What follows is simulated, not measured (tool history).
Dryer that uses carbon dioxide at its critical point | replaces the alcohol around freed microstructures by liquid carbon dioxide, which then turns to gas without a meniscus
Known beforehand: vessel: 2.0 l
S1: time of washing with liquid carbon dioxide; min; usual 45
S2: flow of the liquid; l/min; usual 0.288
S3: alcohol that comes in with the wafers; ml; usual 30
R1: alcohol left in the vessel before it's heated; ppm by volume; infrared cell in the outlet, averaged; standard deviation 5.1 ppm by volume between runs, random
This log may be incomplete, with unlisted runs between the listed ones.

run    day  S1     S2   S3   R1
  1  0.000  45  0.288   30  106
  2  0.500  45  0.288   30  120
  3  0.983  45  0.288   30  113
  4  1.358  45  0.288   30  109
  5  1.858  45  0.443   30   36
  6  2.325  45  0.393   30   37
  7  2.808  45  0.393   30   43
  8  3.092  45  0.247  105  712
  9  3.362  45  0.247  105  689
     3.562  -- inlet filter changed
 10  3.679  63  0.416   30   36

Run 11 is up next; what results do you expect?
 11  3.954  63  0.416  30   ?

R1: 24 ppm by volume
Were there no unlogged condition in the tool, this run, its random variation unchanged, would have produced R1 0 ppm by volume.
